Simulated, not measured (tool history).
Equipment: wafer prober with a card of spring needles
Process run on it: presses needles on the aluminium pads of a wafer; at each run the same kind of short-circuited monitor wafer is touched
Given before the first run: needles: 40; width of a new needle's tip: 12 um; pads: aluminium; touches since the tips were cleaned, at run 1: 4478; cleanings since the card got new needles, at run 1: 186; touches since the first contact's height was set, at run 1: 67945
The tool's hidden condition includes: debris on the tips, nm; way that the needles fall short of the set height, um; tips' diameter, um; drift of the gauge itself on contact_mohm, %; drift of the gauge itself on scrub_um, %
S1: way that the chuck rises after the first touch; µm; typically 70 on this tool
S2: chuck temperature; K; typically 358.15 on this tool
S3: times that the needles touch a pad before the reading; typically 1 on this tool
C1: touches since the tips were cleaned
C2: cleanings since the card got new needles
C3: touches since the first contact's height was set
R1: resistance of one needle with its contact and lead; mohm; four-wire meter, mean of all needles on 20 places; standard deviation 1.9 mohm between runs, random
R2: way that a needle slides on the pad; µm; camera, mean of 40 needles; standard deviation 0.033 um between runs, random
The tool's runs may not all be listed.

{"run": 1, "day": 0.0, "S1": 70, "S2": 358.15, "S3": 1, "C1": 4478, "C2": 186, "C3": 67945, "R1": 202, "R2": 10.53}
{"day": 0.108, "done": "tips cleaned on abrasive film"}
{"day": 0.642, "done": "tips cleaned on abrasive film"}
{"day": 1.171, "done": "tips cleaned on abrasive film"}
{"day": 1.596, "done": "tips cleaned on abrasive film"}
{"day": 2.125, "done": "tips cleaned on abrasive film"}
{"day": 2.658, "done": "tips cleaned on abrasive film"}
{"run": 2, "day": 2.825, "S1": 70, "S2": 358.15, "S3": 1, "C1": 1867, "C2": 192, "C3": 99194, "R1": 200, "R2": 10.53}
{"day": 3.146, "done": "tips cleaned on abrasive film"}
{"day": 3.675, "done": "tips cleaned on abrasive film"}
{"day": 4.204, "done": "tips cleaned on abrasive film"}
{"day": 4.738, "done": "tips cleaned on abrasive film"}
{"day": 5.267, "done": "tips cleaned on abrasive film"}
{"run": 3, "day": 5.546, "S1": 70, "S2": 358.15, "S3": 1, "C1": 3099, "C2": 197, "C3": 129325, "R1": 200, "R2": 10.51}
{"day": 5.758, "done": "tips cleaned on abrasive film"}
{"day": 6.292, "done": "tips cleaned on abrasive film"}
{"day": 6.821, "done": "tips cleaned on abrasive film"}
{"day": 7.35, "done": "tips cleaned on abrasive film"}
{"day": 7.883, "done": "tips cleaned on abrasive film"}
{"day": 8.412, "done": "tips cleaned on abrasive film"}
{"day": 8.638, "done": "height of the first contact set anew"}
{"run": 4, "day": 8.654, "S1": 70, "S2": 358.15, "S3": 1, "C1": 2570, "C2": 203, "C3": 220, "R1": 205, "R2": 10.5}
{"day": 8.871, "done": "tips cleaned on abrasive film"}
{"day": 9.4, "done": "tips cleaned on abrasive film"}
{"day": 9.929, "done": "tips cleaned on abrasive film"}
{"day": 10.462, "done": "tips cleaned on abrasive film"}
{"day": 10.992, "done": "tips cleaned on abrasive film"}
{"run": 5, "day": 11.096, "S1": 77, "S2": 358.15, "S3": 1, "C1": 1164, "C2": 208, "C3": 27238, "R1": 202, "R2": 11.57}
{"day": 11.521, "done": "tips cleaned on abrasive film"}
{"day": 12.054, "done": "tips cleaned on abrasive film"}
{"day": 12.583, "done": "tips cleaned on abrasive film"}
{"run": 6, "day": 12.929, "S1": 77, "S2": 358.15, "S3": 1, "C1": 3859, "C2": 211, "C3": 47552, "R1": 204, "R2": 11.56}
{"day": 13.038, "done": "tips cleaned on abrasive film"}
{"day": 13.571, "done": "tips cleaned on abrasive film"}
{"day": 14.1, "done": "tips cleaned on abrasive film"}
{"day": 14.629, "done": "tips cleaned on abrasive film"}
{"day": 15.054, "done": "tips cleaned on abrasive film"}
{"run": 7, "day": 15.133, "S1": 77, "S2": 358.15, "S3": 1, "C1": 873, "C2": 216, "C3": 71931, "R1": 203, "R2": 11.55}
{"day": 15.558, "done": "tips cleaned on abrasive film"}
{"day": 15.983, "done": "tips cleaned on abrasive film"}
{"day": 16.517, "done": "tips cleaned on abrasive film"}
{"run": 8, "day": 16.796, "S1": 60, "S2": 358.15, "S3": 1, "C1": 3124, "C2": 219, "C3": 90334, "R1": 206, "R2": 8.99}
{"day": 17.008, "done": "tips cleaned on abrasive film"}
{"day": 17.542, "done": "tips cleaned on abrasive film"}
{"day": 18.071, "done": "tips cleaned on abrasive film"}
{"day": 18.6, "done": "tips cleaned on abrasive film"}
{"day": 19.133, "done": "tips cleaned on abrasive film"}
{"run": 9, "day": 19.283, "S1": 70, "S2": 317.15, "S3": 1, "C1": 1705, "C2": 224, "C3": 117896, "R1": 192, "R2": 10.53}
{"day": 19.604, "done": "tips cleaned on abrasive film"}
{"day": 20.029, "done": "tips cleaned on abrasive film"}
{"day": 20.454, "done": "tips cleaned on abrasive film"}
{"run": 10, "day": 20.604, "S1": 70, "S2": 393.15, "S3": 1, "C1": 1648, "C2": 227, "C3": 132473, "R1": 211, "R2": 10.48}
{"day": 20.925, "done": "tips cleaned on abrasive film"}
{"day": 21.454, "done": "tips cleaned on abrasive film"}
{"day": 21.983, "done": "tips cleaned on abrasive film"}
{"run": 11, "day": 22.338, "S1": 57, "S2": 393.15, "S3": 1, "C1": 3948, "C2": 230, "C3": 151700, "R1": 215, "R2": 8.56}
{"day": 22.446, "done": "tips cleaned on abrasive film"}
{"day": 22.875, "done": "tips cleaned on abrasive film"}
{"day": 23.404, "done": "tips cleaned on abrasive film"}
{"day": 23.417, "done": "height of the first contact set anew"}
{"day": 23.946, "done": "tips cleaned on abrasive film"}
{"day": 24.371, "done": "tips cleaned on abrasive film"}
{"run": 12, "day": 24.708, "S1": 57, "S2": 393.15, "S3": 1, "C1": 3766, "C2": 235, "C3": 14344, "R1": 212, "R2": 8.57}
{"day": 24.821, "done": "tips cleaned on abrasive film"}
{"day": 25.35, "done": "tips cleaned on abrasive film"}
{"day": 25.879, "done": "tips cleaned on abrasive film"}
{"day": 26.304, "done": "tips cleaned on abrasive film"}
{"day": 26.838, "done": "tips cleaned on abrasive film"}
{"day": 27.367, "done": "tips cleaned on abrasive film"}
{"run": 13, "day": 27.788, "S1": 57, "S2": 393.15, "S3": 2, "C1": 4677, "C2": 241, "C3": 48403, "R1": 216, "R2": 8.56}
{"day": 27.896, "done": "tips cleaned on abrasive film"}
{"day": 28.425, "done": "tips cleaned on abrasive film"}
{"day": 28.958, "done": "tips cleaned on abrasive film"}
{"day": 29.488, "done": "tips cleaned on abrasive film"}
{"day": 30.017, "done": "tips cleaned on abrasive film"}
{"run": 14, "day": 30.292, "S1": 57, "S2": 393.15, "S3": 2, "C1": 3071, "C2": 246, "C3": 76156, "R1": 215, "R2": 8.57}
{"day": 30.508, "done": "tips cleaned on abrasive film"}
{"day": 30.933, "done": "tips cleaned on abrasive film"}
{"day": 31.462, "done": "tips cleaned on abrasive film"}
{"day": 31.888, "done": "tips cleaned on abrasive film"}
{"run": 15, "day": 31.946, "S1": 56, "S2": 393.15, "S3": 2, "C1": 651, "C2": 250, "C3": 94438, "R1": 216, "R2": 8.36}
{"day": 32.371, "done": "tips cleaned on abrasive film"}
{"day": 32.8, "done": "tips cleaned on abrasive film"}
{"day": 33.329, "done": "tips cleaned on abrasive film"}
{"day": 33.858, "done": "tips cleaned on abrasive film"}
{"day": 34.358, "done": "tips cleaned on abrasive film"}
{"run": 16, "day": 34.358, "S1": 67, "S2": 393.15, "S3": 2, "C1": 0, "C2": 255, "C3": 121123, "R1": 212, "R2": 10.04}
{"day": 34.888, "done": "tips cleaned on abrasive film"}
{"day": 35.421, "done": "tips cleaned on abrasive film"}
{"run": 17, "day": 35.733, "S1": 67, "S2": 393.15, "S3": 2, "C1": 3513, "C2": 257, "C3": 136389, "R1": 212, "R2": 10}
{"day": 35.95, "done": "tips cleaned on abrasive film"}
{"day": 36.479, "done": "tips cleaned on abrasive film"}
{"day": 37.012, "done": "tips cleaned on abrasive film"}
{"day": 37.542, "done": "tips cleaned on abrasive film"}
{"day": 38.071, "done": "tips cleaned on abrasive film"}
{"day": 38.192, "done": "height of the first contact set anew"}
{"day": 38.508, "done": "tips cleaned on abrasive film"}
{"run": 18, "day": 38.758, "S1": 70, "S2": 353.15, "S3": 2, "C1": 2758, "C2": 263, "C3": 6284, "R1": 200, "R2": 10.56}
{"day": 38.971, "done": "tips cleaned on abrasive film"}
{"day": 39.504, "done": "tips cleaned on abrasive film"}
{"day": 40.033, "done": "tips cleaned on abrasive film"}
{"day": 40.562, "done": "tips cleaned on abrasive film"}
{"day": 41.096, "done": "tips cleaned on abrasive film"}
{"day": 41.625, "done": "tips cleaned on abrasive film"}
{"run": 19, "day": 41.825, "S1": 55, "S2": 301.15, "S3": 2, "C1": 2223, "C2": 269, "C3": 40240, "R1": 191, "R2": 8.25}
{"day": 42.146, "done": "tips cleaned on abrasive film"}
{"day": 42.675, "done": "tips cleaned on abrasive film"}
{"day": 43.1, "done": "tips cleaned on abrasive film"}
{"run": 20, "day": 43.15, "S1": 53, "S2": 301.15, "S3": 2, "C1": 580, "C2": 272, "C3": 54925, "R1": 195, "R2": 7.97}
{"day": 43.579, "done": "tips cleaned on abrasive film"}
{"day": 44.004, "done": "tips cleaned on abrasive film"}
{"day": 44.533, "done": "tips cleaned on abrasive film"}
{"day": 45.062, "done": "tips cleaned on abrasive film"}
{"day": 45.596, "done": "tips cleaned on abrasive film"}
{"day": 46.038, "done": "tips cleaned on abrasive film"}
{"run": 21, "day": 46.038, "S1": 62, "S2": 312.15, "S3": 1, "C1": 0, "C2": 278, "C3": 86835, "R1": 195, "R2": 9.32}
{"day": 46.462, "done": "tips cleaned on abrasive film"}
{"day": 46.992, "done": "tips cleaned on abrasive film"}
{"day": 47.521, "done": "tips cleaned on abrasive film"}
{"day": 48.054, "done": "tips cleaned on abrasive film"}
{"day": 48.583, "done": "tips cleaned on abrasive film"}
{"run": 22, "day": 48.717, "S1": 62, "S2": 319.15, "S3": 2, "C1": 1484, "C2": 283, "C3": 116528, "R1": 195, "R2": 9.3}
{"day": 49.038, "done": "tips cleaned on abrasive film"}
{"day": 49.567, "done": "tips cleaned on abrasive film"}
{"day": 49.992, "done": "tips cleaned on abrasive film"}
{"day": 50.525, "done": "tips cleaned on abrasive film"}
{"run": 23, "day": 50.933, "S1": 62, "S2": 319.15, "S3": 2, "C1": 4565, "C2": 287, "C3": 141072, "R1": 197, "R2": 9.33}
{"day": 51.042, "done": "tips cleaned on abrasive film"}
{"day": 51.571, "done": "tips cleaned on abrasive film"}
{"day": 51.996, "done": "tips cleaned on abrasive film"}
{"day": 52.529, "done": "tips cleaned on abrasive film"}
{"day": 52.962, "done": "height of the first contact set anew"}
{"day": 53.071, "done": "tips cleaned on abrasive film"}
{"day": 53.6, "done": "tips cleaned on abrasive film"}
{"run": 24, "day": 53.988, "S1": 60, "S2": 319.15, "S3": 1, "C1": 4299, "C2": 293, "C3": 11351, "R1": 194, "R2": 9.01}

Entry by entry between the runs, the difference in hidden state between the last listed run before and the first listed run after:
In the gap between runs 1 and 2: tips cleaned on abrasive film (day 0.108); tips cleaned on abrasive film (day 0.642); tips cleaned on abrasive film (day 1.171); tips cleaned on abrasive film (day 1.596); tips cleaned on abrasive film (day 2.125); tips cleaned on abrasive film (day 2.658)
  debris on the tips, nm: 1.7 -> 1.1; way that the needles fall short of the set height, um: 0.01 -> 0.02
In the gap between runs 2 and 3: tips cleaned on abrasive film (day 3.146); tips cleaned on abrasive film (day 3.675); tips cleaned on abrasive film (day 4.204); tips cleaned on abrasive film (day 4.738); tips cleaned on abrasive film (day 5.267)
  debris on the tips, nm: 1.1 -> 1.3
In the gap between runs 3 and 4: tips cleaned on abrasive film (day 5.758); tips cleaned on abrasive film (day 6.292); tips cleaned on abrasive film (day 6.821); tips cleaned on abrasive film (day 7.35); tips cleaned on abrasive film (day 7.883); tips cleaned on abrasive film (day 8.412); height of the first contact set anew (day 8.638)
  way that the needles fall short of the set height, um: 0.02 -> 0
In the gap between runs 4 and 5: tips cleaned on abrasive film (day 8.871); tips cleaned on abrasive film (day 9.4); tips cleaned on abrasive film (day 9.929); tips cleaned on abrasive film (day 10.462); tips cleaned on abrasive film (day 10.992)
  debris on the tips, nm: 1.3 -> 0.6; tips' diameter, um: 12.06 -> 12.07
In the gap between runs 5 and 6: tips cleaned on abrasive film (day 11.521); tips cleaned on abrasive film (day 12.054); tips cleaned on abrasive film (day 12.583)
  debris on the tips, nm: 0.6 -> 1.6; way that the needles fall short of the set height, um: 0 -> 0.01
In the gap between runs 6 and 7: tips cleaned on abrasive film (day 13.038); tips cleaned on abrasive film (day 13.571); tips cleaned on abrasive film (day 14.1); tips cleaned on abrasive film (day 14.629); tips cleaned on abrasive film (day 15.054)
  debris on the tips, nm: 1.6 -> 0.5
In the gap between runs 7 and 8: tips cleaned on abrasive film (day 15.558); tips cleaned on abrasive film (day 15.983); tips cleaned on abrasive film (day 16.517)
  debris on the tips, nm: 0.5 -> 1.4
In the gap between runs 8 and 9: tips cleaned on abrasive film (day 17.008); tips cleaned on abrasive film (day 17.542); tips cleaned on abrasive film (day 18.071); tips cleaned on abrasive film (day 18.6); tips cleaned on abrasive film (day 19.133)
  debris on the tips, nm: 1.4 -> 0.9; way that the needles fall short of the set height, um: 0.01 -> 0.02
In the gap between runs 9 and 10: tips cleaned on abrasive film (day 19.604); tips cleaned on abrasive film (day 20.029); tips cleaned on abrasive film (day 20.454)
  no hidden state differs between the two runs
In the gap between runs 10 and 11: tips cleaned on abrasive film (day 20.925); tips cleaned on abrasive film (day 21.454); tips cleaned on abrasive film (day 21.983)
  debris on the tips, nm: 0.9 -> 1.7
In the gap between runs 11 and 12: tips cleaned on abrasive film (day 22.446); tips cleaned on abrasive film (day 22.875); tips cleaned on abrasive film (day 23.404); height of the first contact set anew (day 23.417); tips cleaned on abrasive film (day 23.946); tips cleaned on abrasive film (day 24.371)
  debris on the tips, nm: 1.7 -> 1.4; way that the needles fall short of the set height, um: 0.02 -> 0
In the gap between runs 12 and 13: tips cleaned on abrasive film (day 24.821); tips cleaned on abrasive film (day 25.35); tips cleaned on abrasive film (day 25.879); tips cleaned on abrasive film (day 26.304); tips cleaned on abrasive film (day 26.838); tips cleaned on abrasive film (day 27.367)
  debris on the tips, nm: 1.4 -> 1.7; way that the needles fall short of the set height, um: 0 -> 0.01; tips' diameter, um: 12.07 -> 12.08
In the gap between runs 13 and 14: tips cleaned on abrasive film (day 27.896); tips cleaned on abrasive film (day 28.425); tips cleaned on abrasive film (day 28.958); tips cleaned on abrasive film (day 29.488); tips cleaned on abrasive film (day 30.017)
  debris on the tips, nm: 1.7 -> 1.3
In the gap between runs 14 and 15: tips cleaned on abrasive film (day 30.508); tips cleaned on abrasive film (day 30.933); tips cleaned on abrasive film (day 31.462); tips cleaned on abrasive film (day 31.888)
  debris on the tips, nm: 1.3 -> 0.5; way that the needles fall short of the set height, um: 0.01 -> 0.02
In the gap between runs 15 and 16: tips cleaned on abrasive film (day 32.371); tips cleaned on abrasive film (day 32.8); tips cleaned on abrasive film (day 33.329); tips cleaned on abrasive film (day 33.858); tips cleaned on abrasive film (day 34.358)
  debris on the tips, nm: 0.5 -> 0.1
In the gap between runs 16 and 17: tips cleaned on abrasive film (day 34.888); tips cleaned on abrasive film (day 35.421)
  debris on the tips, nm: 0.1 -> 1.5
In the gap between runs 17 and 18: tips cleaned on abrasive film (day 35.95); tips cleaned on abrasive film (day 36.479); tips cleaned on abrasive film (day 37.012); tips cleaned on abrasive film (day 37.542); tips cleaned on abrasive film (day 38.071); height of the first contact set anew (day 38.192); tips cleaned on abrasive film (day 38.508)
  debris on the tips, nm: 1.5 -> 1.3; way that the needles fall short of the set height, um: 0.02 -> 0
In the gap between runs 18 and 19: tips cleaned on abrasive film (day 38.971); tips cleaned on abrasive film (day 39.504); tips cleaned on abrasive film (day 40.033); tips cleaned on abrasive film (day 40.562); tips cleaned on abrasive film (day 41.096); tips cleaned on abrasive film (day 41.625)
  debris on the tips, nm: 1.3 -> 1.2; way that the needles fall short of the set height, um: 0 -> 0.01
In the gap between runs 19 and 20: tips cleaned on abrasive film (day 42.146); tips cleaned on abrasive film (day 42.675); tips cleaned on abrasive film (day 43.1)
  debris on the tips, nm: 1.2 -> 0.4; tips' diameter, um: 12.08 -> 12.09
In the gap between runs 20 and 21: tips cleaned on abrasive film (day 43.579); tips cleaned on abrasive film (day 44.004); tips cleaned on abrasive film (day 44.533); tips cleaned on abrasive film (day 45.062); tips cleaned on abrasive film (day 45.596); tips cleaned on abrasive film (day 46.038)
  debris on the tips, nm: 0.4 -> 0.2
In the gap between runs 21 and 22: tips cleaned on abrasive film (day 46.462); tips cleaned on abrasive film (day 46.992); tips cleaned on abrasive film (day 47.521); tips cleaned on abrasive film (day 48.054); tips cleaned on abrasive film (day 48.583)
  debris on the tips, nm: 0.2 -> 0.8; way that the needles fall short of the set height, um: 0.01 -> 0.02
In the gap between runs 22 and 23: tips cleaned on abrasive film (day 49.038); tips cleaned on abrasive film (day 49.567); tips cleaned on abrasive film (day 49.992); tips cleaned on abrasive film (day 50.525)
  debris on the tips, nm: 0.8 -> 1.8
In the gap between runs 23 and 24: tips cleaned on abrasive film (day 51.042); tips cleaned on abrasive film (day 51.571); tips cleaned on abrasive film (day 51.996); tips cleaned on abrasive film (day 52.529); height of the first contact set anew (day 52.962); tips cleaned on abrasive film (day 53.071); tips cleaned on abrasive film (day 53.6)
  debris on the tips, nm: 1.8 -> 1.6; way that the needles fall short of the set height, um: 0.02 -> 0
